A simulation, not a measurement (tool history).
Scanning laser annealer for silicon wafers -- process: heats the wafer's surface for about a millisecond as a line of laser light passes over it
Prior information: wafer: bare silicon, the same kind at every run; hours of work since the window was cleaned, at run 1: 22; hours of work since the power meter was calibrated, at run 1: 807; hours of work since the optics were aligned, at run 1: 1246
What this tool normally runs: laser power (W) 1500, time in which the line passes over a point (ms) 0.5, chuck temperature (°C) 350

| run | hour | laser power (W) | time in which the line passes over a point (ms) | chuck temperature (°C) | hours of work since the window was cleaned | hours of work since the power meter was calibrated | hours of work since the optics were aligned | highest temperature of the surface (°C) |
|---|---|---|---|---|---|---|---|---|
| 1 | 0 | 1500 | 0.5 | 350 | 22 | 807 | 1246 | 1127 |
| 2 | 51 | 1500 | 0.5 | 350 | 44 | 829 | 1268 | 1129 |
|  | 73.2 | optics aligned, line set to its width |
| 3 | 126 | 1500 | 0.5 | 350 | 75 | 860 | 23 | 1138 |
| 4 | 172.6 | 1500 | 0.5 | 350 | 95 | 880 | 43 | 1138 |
| 5 | 247.4 | 1500 | 0.5 | 350 | 128 | 913 | 76 | 1136 |
| 6 | 326.1 | 1500 | 0.5 | 350 | 162 | 947 | 111 | 1137 |
| 7 | 408.7 | 1500 | 0.5 | 350 | 198 | 983 | 147 | 1137 |
| 8 | 457.7 | 1500 | 0.5 | 350 | 220 | 1005 | 168 | 1135 |
| 9 | 546 | 1500 | 0.5 | 350 | 258 | 1043 | 207 | 1137 |
| 10 | 640.3 | 1500 | 0.5 | 350 | 300 | 1085 | 248 | 1131 |
| 11 | 703.9 | 1500 | 0.5 | 350 | 327 | 1112 | 276 | 1134 |
| 12 | 765.6 | 1500 | 0.5 | 350 | 354 | 1139 | 303 | 1132 |
| 13 | 827 | 1500 | 0.5 | 350 | 381 | 1166 | 329 | 1132 |
| 14 | 904.6 | 1500 | 0.5 | 350 | 415 | 1200 | 363 | 1132 |
| 15 | 982.8 | 1500 | 0.5 | 350 | 449 | 1234 | 398 | 1131 |
| 16 | 1069.2 | 1500 | 0.5 | 350 | 487 | 1272 | 435 | 1131 |
| 17 | 1131.5 | 1500 | 0.5 | 350 | 514 | 1299 | 462 | 1131 |
| 18 | 1216.5 | 1500 | 0.5 | 348 | 551 | 1336 | 500 | 1126 |
| 19 | 1277.1 | 1500 | 0.371 | 350 | 578 | 1363 | 526 | 1007 |
| 20 | 1338.5 | 1500 | 0.5 | 350 | 605 | 1390 | 553 | 1127 |
| 21 | 1414.2 | 1500 | 0.5 | 350 | 638 | 1423 | 586 | 1128 |

Run 22 has not been measured yet. What should we expect?
| 22 | 1459 | 1423 | 0.529 | 390 | 657 | 1442 | 606 | ? |

Run 22 produced highest temperature of the surface (°C) 1155.
With the hidden condition absent and the run-to-run variation left alone, this run would have shown highest temperature of the surface (°C) 1159.

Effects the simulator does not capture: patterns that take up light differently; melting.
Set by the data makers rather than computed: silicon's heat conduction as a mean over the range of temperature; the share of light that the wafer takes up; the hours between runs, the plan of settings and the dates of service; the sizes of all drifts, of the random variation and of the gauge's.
